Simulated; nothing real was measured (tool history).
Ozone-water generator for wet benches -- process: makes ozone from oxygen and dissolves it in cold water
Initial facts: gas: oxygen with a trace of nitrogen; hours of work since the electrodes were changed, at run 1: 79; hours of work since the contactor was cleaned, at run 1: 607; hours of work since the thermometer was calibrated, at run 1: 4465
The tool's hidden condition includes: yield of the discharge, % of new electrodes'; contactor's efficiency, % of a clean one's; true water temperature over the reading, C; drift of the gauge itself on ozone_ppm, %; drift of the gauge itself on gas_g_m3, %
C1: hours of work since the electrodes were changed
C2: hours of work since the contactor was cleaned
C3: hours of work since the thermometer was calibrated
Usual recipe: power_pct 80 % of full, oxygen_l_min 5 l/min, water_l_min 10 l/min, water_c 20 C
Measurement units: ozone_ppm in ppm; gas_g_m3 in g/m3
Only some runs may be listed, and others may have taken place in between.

{"run": 1, "hour": 0.0, "power_pct": 80, "oxygen_l_min": 5, "water_l_min": 10, "water_c": 20, "C1": 79, "C2": 607, "C3": 4465, "ozone_ppm": 28.7, "gas_g_m3": 209.3}
{"run": 2, "hour": 19.2, "power_pct": 80, "oxygen_l_min": 5, "water_l_min": 10, "water_c": 20, "C1": 91, "C2": 619, "C3": 4477, "ozone_ppm": 28.9, "gas_g_m3": 211.2}
{"run": 3, "hour": 39.8, "power_pct": 80, "oxygen_l_min": 5, "water_l_min": 13, "water_c": 20, "C1": 104, "C2": 633, "C3": 4491, "ozone_ppm": 24, "gas_g_m3": 210}
{"run": 4, "hour": 55.9, "power_pct": 80, "oxygen_l_min": 5, "water_l_min": 13, "water_c": 20, "C1": 115, "C2": 643, "C3": 4501, "ozone_ppm": 24.4, "gas_g_m3": 211.4}
{"run": 5, "hour": 83.1, "power_pct": 89, "oxygen_l_min": 5, "water_l_min": 10, "water_c": 20, "C1": 132, "C2": 660, "C3": 4518, "ozone_ppm": 31.1, "gas_g_m3": 228.9}
{"run": 6, "hour": 111.6, "power_pct": 81, "oxygen_l_min": 5, "water_l_min": 10, "water_c": 20, "C1": 151, "C2": 679, "C3": 4537, "ozone_ppm": 29.1, "gas_g_m3": 211.3}
{"run": 7, "hour": 131.5, "power_pct": 80, "oxygen_l_min": 8.84, "water_l_min": 10, "water_c": 20, "C1": 163, "C2": 692, "C3": 4550, "ozone_ppm": 25.3, "gas_g_m3": 158.4}
{"run": 8, "hour": 148.4, "power_pct": 80, "oxygen_l_min": 8.84, "water_l_min": 10, "water_c": 20, "C1": 174, "C2": 702, "C3": 4561, "ozone_ppm": 25.7, "gas_g_m3": 157.5}
{"run": 9, "hour": 168.7, "power_pct": 80, "oxygen_l_min": 8.84, "water_l_min": 10, "water_c": 20, "C1": 187, "C2": 715, "C3": 4574, "ozone_ppm": 25.7, "gas_g_m3": 157.8}
{"run": 10, "hour": 192.2, "power_pct": 80, "oxygen_l_min": 8.84, "water_l_min": 10, "water_c": 20, "C1": 202, "C2": 731, "C3": 4589, "ozone_ppm": 25.7, "gas_g_m3": 156.5}
{"run": 11, "hour": 214.1, "power_pct": 76, "oxygen_l_min": 5, "water_l_min": 10, "water_c": 20, "C1": 216, "C2": 745, "C3": 4603, "ozone_ppm": 27.3, "gas_g_m3": 202.4}
{"run": 12, "hour": 237.7, "power_pct": 76, "oxygen_l_min": 5, "water_l_min": 10, "water_c": 20, "C1": 232, "C2": 760, "C3": 4618, "ozone_ppm": 27.3, "gas_g_m3": 201.2}
{"run": 13, "hour": 264.1, "power_pct": 80, "oxygen_l_min": 5, "water_l_min": 10, "water_c": 24, "C1": 249, "C2": 777, "C3": 4635, "ozone_ppm": 26.3, "gas_g_m3": 209.9}
{"run": 14, "hour": 287.0, "power_pct": 80, "oxygen_l_min": 2.64, "water_l_min": 10, "water_c": 20, "C1": 263, "C2": 791, "C3": 4650, "ozone_ppm": 29.1, "gas_g_m3": 286.8}
{"run": 15, "hour": 304.8, "power_pct": 80, "oxygen_l_min": 5, "water_l_min": 10, "water_c": 18, "C1": 275, "C2": 803, "C3": 4661, "ozone_ppm": 29.7, "gas_g_m3": 210.6}
{"run": 16, "hour": 319.7, "power_pct": 80, "oxygen_l_min": 5, "water_l_min": 10, "water_c": 15, "C1": 284, "C2": 812, "C3": 4671, "ozone_ppm": 31.4, "gas_g_m3": 211}
{"run": 17, "hour": 338.2, "power_pct": 80, "oxygen_l_min": 8.74, "water_l_min": 7, "water_c": 15, "C1": 296, "C2": 824, "C3": 4682, "ozone_ppm": 33.3, "gas_g_m3": 159.1}
{"run": 18, "hour": 367.1, "power_pct": 80, "oxygen_l_min": 8.74, "water_l_min": 7, "water_c": 15, "C1": 315, "C2": 843, "C3": 4701, "ozone_ppm": 33.3, "gas_g_m3": 155.2}
{"run": 19, "hour": 385.7, "power_pct": 41, "oxygen_l_min": 4.25, "water_l_min": 14, "water_c": 12, "C1": 327, "C2": 855, "C3": 4713, "ozone_ppm": 15.1, "gas_g_m3": 131.3}
{"run": 20, "hour": 403.2, "power_pct": 41, "oxygen_l_min": 4.25, "water_l_min": 14, "water_c": 12, "C1": 338, "C2": 866, "C3": 4724, "ozone_ppm": 15.5, "gas_g_m3": 132.7}
{"run": 21, "hour": 420.4, "power_pct": 53, "oxygen_l_min": 4.25, "water_l_min": 14, "water_c": 22, "C1": 349, "C2": 877, "C3": 4735, "ozone_ppm": 16.4, "gas_g_m3": 161.3}
{"run": 22, "hour": 439.7, "power_pct": 87, "oxygen_l_min": 5, "water_l_min": 10, "water_c": 22, "C1": 361, "C2": 890, "C3": 4748, "ozone_ppm": 28.8, "gas_g_m3": 223.3}
{"run": 23, "hour": 452.5, "power_pct": 60, "oxygen_l_min": 3.5, "water_l_min": 11, "water_c": 21, "C1": 370, "C2": 898, "C3": 4756, "ozone_ppm": 21.4, "gas_g_m3": 199.1}

Expected results for the next run?
{"run": 24, "hour": 474.7, "power_pct": 44, "oxygen_l_min": 5.7, "water_l_min": 8, "water_c": 21, "C1": 384, "C2": 912, "C3": 4770, "ozone_ppm": "?", "gas_g_m3": "?"}

{"run 24": {"ozone_ppm": 18.7, "gas_g_m3": 120.4}}
Take away the tool's hidden state, keep the run-to-run variation as it was, and the same run would have given ozone_ppm 19.2 ppm, gas_g_m3 121 g/m3.

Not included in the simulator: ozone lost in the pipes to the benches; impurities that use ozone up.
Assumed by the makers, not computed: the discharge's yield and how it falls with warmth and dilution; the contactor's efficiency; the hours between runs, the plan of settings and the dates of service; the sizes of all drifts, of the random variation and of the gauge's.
